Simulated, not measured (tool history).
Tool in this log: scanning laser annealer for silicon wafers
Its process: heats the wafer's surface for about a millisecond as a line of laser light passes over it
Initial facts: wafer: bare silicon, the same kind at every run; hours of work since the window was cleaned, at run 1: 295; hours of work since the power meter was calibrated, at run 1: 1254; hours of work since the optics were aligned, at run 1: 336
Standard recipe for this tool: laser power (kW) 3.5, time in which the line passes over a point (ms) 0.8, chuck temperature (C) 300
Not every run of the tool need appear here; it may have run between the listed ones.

run	hour	laser power (kW)	time in which the line passes over a point (ms)	chuck temperature (C)	hours of work since the window was cleaned	hours of work since the power meter was calibrated	hours of work since the optics were aligned	highest temperature of the surface (C)
1	0	3.5	0.8	300	295	1254	336	1023
2	64.5	3.5	0.985	300	332	1290	372	1109
3	129.3	3.5	0.56	300	368	1326	408	893
4	172.3	3.5	0.8	297	392	1350	432	1018
5	210.2	3.5	0.8	297	413	1372	454	1016
6	272.2	3.5	0.8	297	448	1406	488	1019
7	316.5	3.5	0.8	297	473	1431	513	1018
# hour 399.9: window over the wafer cleaned
8	404.7	3.5	0.8	297	3	1479	562	1020
9	465.4	3.5	0.8	297	37	1513	596	1017
10	550.6	3.5	0.8	297	85	1561	643	1020
11	604.9	3.5	0.8	297	115	1592	674	1018
12	666.2	3.5	0.8	297	149	1626	708	1017
13	709.8	3.5	0.8	297	174	1651	733	1017
14	767	3.426	0.8	300	206	1683	765	1007
# hour 796.3: optics aligned, line set to its width
15	840	3.426	0.8	300	244	1721	25	1008
16	917.6	3.5	0.8	286	287	1764	68	1008
17	981	3.765	0.8	300	323	1800	104	1073
18	1033.1	3.5	0.8	282	352	1829	133	1002
19	1094.3	3.5	0.737	336	387	1863	167	1025
20	1154.8	3.69	0.8	300	421	1897	201	1059
21	1232.6	3.476	0.633	273	464	1941	245	903
22	1284.9	3.566	0.8	270	493	1970	274	1004
# hour 1332.4: window over the wafer cleaned
23	1340.2	3.342	0.98	270	4	2000	304	1043
24	1403.7	3.708	0.661	295	40	2036	339	979
25	1464.6	3.708	0.661	295	74	2070	374	979
26	1506.9	3.708	0.661	295	98	2094	397	980
27	1589	3.5	0.853	300	144	2140	443	1048
28	1632.8	3.716	0.853	293	168	2164	468	1084
29	1707	3.531	0.709	293	210	2206	510	975
30	1790.1	3.509	0.586	306	257	2252	556	917
31	1838.1	3.5	0.928	339	284	2279	583	1120
32	1909.2	3.591	0.616	309	323	2319	623	948
33	1952.7	3.591	0.616	309	348	2344	647	946

For each entry between runs, how does the tool's hidden state at the last listed run before it compare with that at the first listed run after it?
In the gap between runs 7 and 8: window over the wafer cleaned (hour 399.9)
  light that passes the window, % of a clean one's: 99.93 -> 99.99
In the gap between runs 14 and 15: optics aligned, line set to its width (hour 796.3)
  width of the line over the set one, %: 0.06 -> 0.01
In the gap between runs 22 and 23: window over the wafer cleaned (hour 1332.4)
  light that passes the window, % of a clean one's: 99.92 -> 99.99

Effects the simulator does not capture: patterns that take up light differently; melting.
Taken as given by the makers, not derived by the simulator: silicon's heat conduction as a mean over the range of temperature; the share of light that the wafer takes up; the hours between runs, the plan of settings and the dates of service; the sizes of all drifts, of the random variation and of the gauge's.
